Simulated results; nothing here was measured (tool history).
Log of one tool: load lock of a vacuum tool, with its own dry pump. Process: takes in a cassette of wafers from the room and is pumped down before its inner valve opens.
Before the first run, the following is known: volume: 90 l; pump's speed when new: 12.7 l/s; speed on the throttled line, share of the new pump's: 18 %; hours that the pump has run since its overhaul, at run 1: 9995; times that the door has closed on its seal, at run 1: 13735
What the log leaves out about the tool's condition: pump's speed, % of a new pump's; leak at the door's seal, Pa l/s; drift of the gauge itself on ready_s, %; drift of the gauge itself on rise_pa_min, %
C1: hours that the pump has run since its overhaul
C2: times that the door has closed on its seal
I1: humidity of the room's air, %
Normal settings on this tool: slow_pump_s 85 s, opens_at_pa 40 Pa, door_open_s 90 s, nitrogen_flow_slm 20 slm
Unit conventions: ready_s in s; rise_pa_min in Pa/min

run 1 hour=0.0 | slow_pump_s=85 opens_at_pa=40 door_open_s=90 nitrogen_flow_slm=20 | C1=9995 C2=13735 | I1=45.7 | ready_s=129.2 rise_pa_min=0.063
run 2 hour=323.4 | slow_pump_s=85 opens_at_pa=40 door_open_s=90 nitrogen_flow_slm=12 | C1=10318 C2=15011 | I1=47.4 | ready_s=129.9 rise_pa_min=0.073
run 3 hour=607.3 | slow_pump_s=85 opens_at_pa=40 door_open_s=90 nitrogen_flow_slm=12 | C1=10602 C2=16131 | I1=43.1 | ready_s=130.3 rise_pa_min=0.067
run 4 hour=890.6 | slow_pump_s=85 opens_at_pa=40 door_open_s=90 nitrogen_flow_slm=12 | C1=10886 C2=17248 | I1=43.8 | ready_s=129.7 rise_pa_min=0.079
run 5 hour=1453.6 | slow_pump_s=85 opens_at_pa=40 door_open_s=90 nitrogen_flow_slm=12 | C1=11449 C2=19469 | I1=43.8 | ready_s=130.0 rise_pa_min=0.083
run 6 hour=2084.9 | slow_pump_s=85 opens_at_pa=40 door_open_s=90 nitrogen_flow_slm=12 | C1=12080 C2=21959 | I1=46.6 | ready_s=130.1 rise_pa_min=0.092
run 7 hour=2537.8 | slow_pump_s=85 opens_at_pa=40 door_open_s=90 nitrogen_flow_slm=20 | C1=12533 C2=23745 | I1=47.5 | ready_s=130.7 rise_pa_min=0.090
run 8 hour=2918.5 | slow_pump_s=85 opens_at_pa=40 door_open_s=90 nitrogen_flow_slm=20 | C1=12913 C2=25247 | I1=48.3 | ready_s=130.9 rise_pa_min=0.095
run 9 hour=3489.2 | slow_pump_s=85 opens_at_pa=40 door_open_s=90 nitrogen_flow_slm=20 | C1=13484 C2=27498 | I1=40.6 | ready_s=131.3 rise_pa_min=0.092
run 10 hour=4041.3 | slow_pump_s=85 opens_at_pa=40 door_open_s=90 nitrogen_flow_slm=20 | C1=14036 C2=29675 | I1=45.1 | ready_s=131.3 rise_pa_min=0.109
run 11 hour=4613.0 | slow_pump_s=85 opens_at_pa=40 door_open_s=90 nitrogen_flow_slm=20 | C1=14608 C2=31930 | I1=44.2 | ready_s=132.2 rise_pa_min=0.116
run 12 hour=5250.2 | slow_pump_s=85 opens_at_pa=40 door_open_s=90 nitrogen_flow_slm=20 | C1=15245 C2=34443 | I1=44.4 | ready_s=132.4 rise_pa_min=0.131
run 13 hour=5600.5 | slow_pump_s=85 opens_at_pa=40 door_open_s=90 nitrogen_flow_slm=20 | C1=15595 C2=35825 | I1=43.5 | ready_s=132.3 rise_pa_min=0.142
run 14 hour=6045.2 | slow_pump_s=85 opens_at_pa=40 door_open_s=90 nitrogen_flow_slm=20 | C1=16040 C2=37579 | I1=42.9 | ready_s=132.2 rise_pa_min=0.142
run 15 hour=6393.2 | slow_pump_s=85 opens_at_pa=40 door_open_s=90 nitrogen_flow_slm=8 | C1=16388 C2=38952 | I1=45.1 | ready_s=132.2 rise_pa_min=0.167
-- hour=6939.3 dry pump taken out, an overhauled one fitted
run 16 hour=7055.2 | slow_pump_s=85 opens_at_pa=40 door_open_s=90 nitrogen_flow_slm=8 | C1=116 C2=41539 | I1=46.7 | ready_s=126.7 rise_pa_min=0.183
run 17 hour=7568.5 | slow_pump_s=85 opens_at_pa=40 door_open_s=90 nitrogen_flow_slm=8 | C1=629 C2=43563 | I1=43.6 | ready_s=126.3 rise_pa_min=0.191
run 18 hour=8184.5 | slow_pump_s=85 opens_at_pa=40 door_open_s=90 nitrogen_flow_slm=20 | C1=1245 C2=45993 | I1=43.6 | ready_s=126.6 rise_pa_min=0.190
run 19 hour=8655.6 | slow_pump_s=85 opens_at_pa=40 door_open_s=90 nitrogen_flow_slm=20 | C1=1716 C2=47851 | I1=41.2 | ready_s=127.1 rise_pa_min=0.198
run 20 hour=9133.8 | slow_pump_s=85 opens_at_pa=40 door_open_s=70 nitrogen_flow_slm=23 | C1=2195 C2=49738 | I1=44.6 | ready_s=126.3 rise_pa_min=0.208
run 21 hour=9461.6 | slow_pump_s=85 opens_at_pa=40 door_open_s=90 nitrogen_flow_slm=6 | C1=2522 C2=51030 | I1=45.1 | ready_s=127.1 rise_pa_min=0.234
run 22 hour=9863.3 | slow_pump_s=85 opens_at_pa=30 door_open_s=90 nitrogen_flow_slm=22 | C1=2924 C2=52615 | I1=45.9 | ready_s=128.8 rise_pa_min=0.219
run 23 hour=10338.6 | slow_pump_s=85 opens_at_pa=30 door_open_s=90 nitrogen_flow_slm=22 | C1=3399 C2=54489 | I1=45.5 | ready_s=128.8 rise_pa_min=0.236
run 24 hour=10919.5 | slow_pump_s=165 opens_at_pa=30 door_open_s=176 nitrogen_flow_slm=20 | C1=3980 C2=56781 | I1=46.5 | ready_s=195.3 rise_pa_min=0.273
-- hour=11185.6 door's seal changed, seat wiped
run 25 hour=11283.8 | slow_pump_s=119 opens_at_pa=40 door_open_s=90 nitrogen_flow_slm=9 | C1=4343 C2=387 | I1=44.8 | ready_s=155.2 rise_pa_min=0.049
run 26 hour=11831.1 | slow_pump_s=85 opens_at_pa=40 door_open_s=53 nitrogen_flow_slm=6 | C1=4890 C2=2546 | I1=42.6 | ready_s=127.7 rise_pa_min=0.041
run 27 hour=12385.1 | slow_pump_s=85 opens_at_pa=40 door_open_s=53 nitrogen_flow_slm=6 | C1=5444 C2=4731 | I1=45.0 | ready_s=128.2 rise_pa_min=0.051
run 28 hour=12709.8 | slow_pump_s=85 opens_at_pa=40 door_open_s=238 nitrogen_flow_slm=32 | C1=5769 C2=6012 | I1=44.1 | ready_s=128.7 rise_pa_min=0.063
run 29 hour=13245.6 | slow_pump_s=50 opens_at_pa=40 door_open_s=84 nitrogen_flow_slm=5 | C1=6305 C2=8125 | I1=45.2 | ready_s=99.8 rise_pa_min=0.073
run 30 hour=13577.7 | slow_pump_s=50 opens_at_pa=31 door_open_s=90 nitrogen_flow_slm=20 | C1=6637 C2=9435 | I1=46.7 | ready_s=101.9 rise_pa_min=0.051
run 31 hour=14146.7 | slow_pump_s=75 opens_at_pa=43 door_open_s=28 nitrogen_flow_slm=5 | C1=7206 C2=11679 | I1=44.4 | ready_s=119.5 rise_pa_min=0.054
run 32 hour=14755.0 | slow_pump_s=79 opens_at_pa=41 door_open_s=90 nitrogen_flow_slm=20 | C1=7814 C2=14079 | I1=44.1 | ready_s=124.2 rise_pa_min=0.067
run 33 hour=15244.3 | slow_pump_s=79 opens_at_pa=41 door_open_s=90 nitrogen_flow_slm=20 | C1=8304 C2=16009 | I1=44.6 | ready_s=123.4 rise_pa_min=0.071
run 34 hour=15747.3 | slow_pump_s=79 opens_at_pa=41 door_open_s=90 nitrogen_flow_slm=20 | C1=8807 C2=17993 | I1=45.3 | ready_s=123.9 rise_pa_min=0.075
run 35 hour=16269.7 | slow_pump_s=85 opens_at_pa=44 door_open_s=90 nitrogen_flow_slm=6 | C1=9329 C2=20053 | I1=44.4 | ready_s=129.3 rise_pa_min=0.096
run 36 hour=16620.3 | slow_pump_s=109 opens_at_pa=44 door_open_s=90 nitrogen_flow_slm=6 | C1=9679 C2=21436 | I1=44.1 | ready_s=148.8 rise_pa_min=0.103

For each entry between runs, how does the tool's hidden state at the last listed run before it compare with that at the first listed run after it?
Run 15 -> run 16: dry pump taken out, an overhauled one fitted (hour 6939.3)
  pump's speed, % of a new pump's: 86 -> 99.3; leak at the door's seal, Pa l/s: 0.172 -> 0.1926
  measured value less the no-hidden-state value, ready_s: +6.6 -> +0.3 s; rise_pa_min: +0.114 -> +0.127 Pa/min
Run 24 -> run 25: door's seal changed, seat wiped (hour 11185.6)
  pump's speed, % of a new pump's: 96 -> 95.7; leak at the door's seal, Pa l/s: 0.3212 -> 0.0022
  measured value less the no-hidden-state value, ready_s: +1.2 -> +1.6 s; rise_pa_min: +0.212 -> +0.000 Pa/min
